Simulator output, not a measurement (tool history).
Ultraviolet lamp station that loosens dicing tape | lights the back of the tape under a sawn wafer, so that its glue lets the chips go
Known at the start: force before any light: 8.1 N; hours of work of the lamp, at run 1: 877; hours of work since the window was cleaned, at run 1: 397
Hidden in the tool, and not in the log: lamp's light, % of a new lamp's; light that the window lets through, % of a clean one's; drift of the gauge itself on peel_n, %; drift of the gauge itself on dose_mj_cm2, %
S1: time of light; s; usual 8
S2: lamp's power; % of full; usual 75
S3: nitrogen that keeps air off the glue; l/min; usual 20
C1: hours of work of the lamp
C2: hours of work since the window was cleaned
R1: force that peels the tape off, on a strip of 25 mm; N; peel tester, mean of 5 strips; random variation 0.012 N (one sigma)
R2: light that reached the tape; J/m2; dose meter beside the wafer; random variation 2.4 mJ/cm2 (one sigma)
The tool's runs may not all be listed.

{"run": 1, "hour": 0.0, "S1": 8, "S2": 75, "S3": 20, "C1": 877, "C2": 397, "R1": 0.544, "R2": 2810}
{"run": 2, "hour": 53.2, "S1": 8, "S2": 75, "S3": 20, "C1": 898, "C2": 418, "R1": 0.556, "R2": 2790}
{"run": 3, "hour": 144.4, "S1": 8, "S2": 75, "S3": 20, "C1": 935, "C2": 455, "R1": 0.528, "R2": 2750}
{"run": 4, "hour": 214.4, "S1": 6, "S2": 75, "S3": 20, "C1": 963, "C2": 483, "R1": 1.013, "R2": 2060}
{"hour": 239.5, "done": "window cleaned of glue's vapour"}
{"run": 5, "hour": 290.0, "S1": 6, "S2": 75, "S3": 20, "C1": 993, "C2": 20, "R1": 0.981, "R2": 2120}
{"run": 6, "hour": 337.8, "S1": 6, "S2": 75, "S3": 20, "C1": 1013, "C2": 40, "R1": 1.005, "R2": 2060}
{"run": 7, "hour": 377.7, "S1": 8, "S2": 62, "S3": 20, "C1": 1029, "C2": 56, "R1": 0.824, "R2": 2250}
{"run": 8, "hour": 442.6, "S1": 8, "S2": 62, "S3": 13, "C1": 1055, "C2": 82, "R1": 1.087, "R2": 2290}
{"run": 9, "hour": 505.3, "S1": 8, "S2": 75, "S3": 20, "C1": 1080, "C2": 107, "R1": 0.543, "R2": 2720}
{"run": 10, "hour": 598.0, "S1": 8, "S2": 65, "S3": 20, "C1": 1118, "C2": 145, "R1": 0.762, "R2": 2370}
{"run": 11, "hour": 654.5, "S1": 11, "S2": 75, "S3": 20, "C1": 1140, "C2": 167, "R1": 0.265, "R2": 3760}
{"run": 12, "hour": 746.0, "S1": 5, "S2": 75, "S3": 20, "C1": 1177, "C2": 204, "R1": 1.363, "R2": 1720}
{"run": 13, "hour": 819.6, "S1": 9, "S2": 75, "S3": 20, "C1": 1207, "C2": 234, "R1": 0.417, "R2": 3110}
{"run": 14, "hour": 906.2, "S1": 8, "S2": 75, "S3": 32, "C1": 1242, "C2": 269, "R1": 0.389, "R2": 2750}
{"run": 15, "hour": 970.7, "S1": 8, "S2": 75, "S3": 32, "C1": 1268, "C2": 295, "R1": 0.369, "R2": 2740}
{"run": 16, "hour": 1057.7, "S1": 8, "S2": 75, "S3": 32, "C1": 1303, "C2": 330, "R1": 0.402, "R2": 2730}
{"run": 17, "hour": 1152.1, "S1": 8, "S2": 75, "S3": 32, "C1": 1341, "C2": 368, "R1": 0.387, "R2": 2740}
{"run": 18, "hour": 1215.1, "S1": 8, "S2": 75, "S3": 20, "C1": 1367, "C2": 394, "R1": 0.535, "R2": 2770}
{"run": 19, "hour": 1306.3, "S1": 8, "S2": 75, "S3": 25, "C1": 1403, "C2": 430, "R1": 0.447, "R2": 2780}
{"run": 20, "hour": 1364.0, "S1": 8, "S2": 75, "S3": 25, "C1": 1427, "C2": 454, "R1": 0.449, "R2": 2760}
{"hour": 1460.6, "done": "window cleaned of glue's vapour"}
{"run": 21, "hour": 1460.6, "S1": 4, "S2": 74, "S3": 12, "C1": 1465, "C2": 0, "R1": 2.555, "R2": 1360}
{"run": 22, "hour": 1532.9, "S1": 8, "S2": 75, "S3": 20, "C1": 1495, "C2": 29, "R1": 0.536, "R2": 2740}
{"run": 23, "hour": 1612.5, "S1": 7, "S2": 84, "S3": 20, "C1": 1527, "C2": 61, "R1": 0.573, "R2": 2680}
{"run": 24, "hour": 1667.4, "S1": 4, "S2": 76, "S3": 26, "C1": 1549, "C2": 83, "R1": 1.695, "R2": 1400}
{"run": 25, "hour": 1764.3, "S1": 6, "S2": 94, "S3": 20, "C1": 1588, "C2": 123, "R1": 0.631, "R2": 2570}
{"run": 26, "hour": 1850.7, "S1": 15, "S2": 75, "S3": 25, "C1": 1623, "C2": 157, "R1": 0.142, "R2": 5190}
{"hour": 1886.5, "done": "lamp changed"}
{"run": 27, "hour": 1940.5, "S1": 15, "S2": 75, "S3": 20, "C1": 22, "C2": 193, "R1": 0.158, "R2": 5180}
{"run": 28, "hour": 2029.6, "S1": 15, "S2": 84, "S3": 20, "C1": 58, "C2": 229, "R1": 0.151, "R2": 5800}
{"run": 29, "hour": 2081.8, "S1": 6, "S2": 76, "S3": 20, "C1": 79, "C2": 250, "R1": 1.02, "R2": 2120}
{"run": 30, "hour": 2121.2, "S1": 6, "S2": 76, "S3": 28, "C1": 95, "C2": 266, "R1": 0.78, "R2": 2060}
{"run": 31, "hour": 2168.1, "S1": 8, "S2": 98, "S3": 20, "C1": 114, "C2": 285, "R1": 0.294, "R2": 3620}
{"run": 32, "hour": 2240.7, "S1": 9, "S2": 85, "S3": 7, "C1": 143, "C2": 314, "R1": 0.743, "R2": 3490}
{"run": 33, "hour": 2292.1, "S1": 5, "S2": 72, "S3": 15, "C1": 164, "C2": 335, "R1": 1.68, "R2": 1660}
{"run": 34, "hour": 2337.0, "S1": 13, "S2": 100, "S3": 20, "C1": 182, "C2": 353, "R1": 0.143, "R2": 6040}
{"run": 35, "hour": 2397.2, "S1": 13, "S2": 100, "S3": 20, "C1": 206, "C2": 377, "R1": 0.148, "R2": 5950}
{"run": 36, "hour": 2465.2, "S1": 13, "S2": 100, "S3": 20, "C1": 233, "C2": 405, "R1": 0.143, "R2": 6000}
{"run": 37, "hour": 2528.0, "S1": 6, "S2": 99, "S3": 20, "C1": 259, "C2": 430, "R1": 0.558, "R2": 2750}
{"run": 38, "hour": 2603.6, "S1": 5, "S2": 69, "S3": 18, "C1": 289, "C2": 461, "R1": 1.692, "R2": 1600}
{"run": 39, "hour": 2669.8, "S1": 10, "S2": 86, "S3": 18, "C1": 316, "C2": 487, "R1": 0.273, "R2": 3890}
{"hour": 2685.2, "done": "window cleaned of glue's vapour"}
{"run": 40, "hour": 2766.7, "S1": 10, "S2": 86, "S3": 18, "C1": 355, "C2": 33, "R1": 0.257, "R2": 3900}

3 ways to go on from here, each from the tool as it stands after run 40. What would each give?
{"run": "A", "hour": 2816.6, "S1": 12, "S2": 75, "S3": 16, "C1": 375, "C2": 53, "R1": "?", "R2": "?"}
{"run": "B", "hour": 2816.6, "S1": 14, "S2": 73, "S3": 18, "C1": 375, "C2": 53, "R1": "?", "R2": "?"}
{"run": "C", "hour": 2816.6, "S1": 10, "S2": 90, "S3": 18, "C1": 375, "C2": 53, "R1": "?", "R2": "?"}

run=A R1=0.260 R2=4140
run=B R1=0.189 R2=4700
run=C R1=0.249 R2=4170
Without the tool's hidden state the same runs would have given:
run=A R1=0.259 R2=4150
run=B R1=0.189 R2=4700
run=C R1=0.249 R2=4180
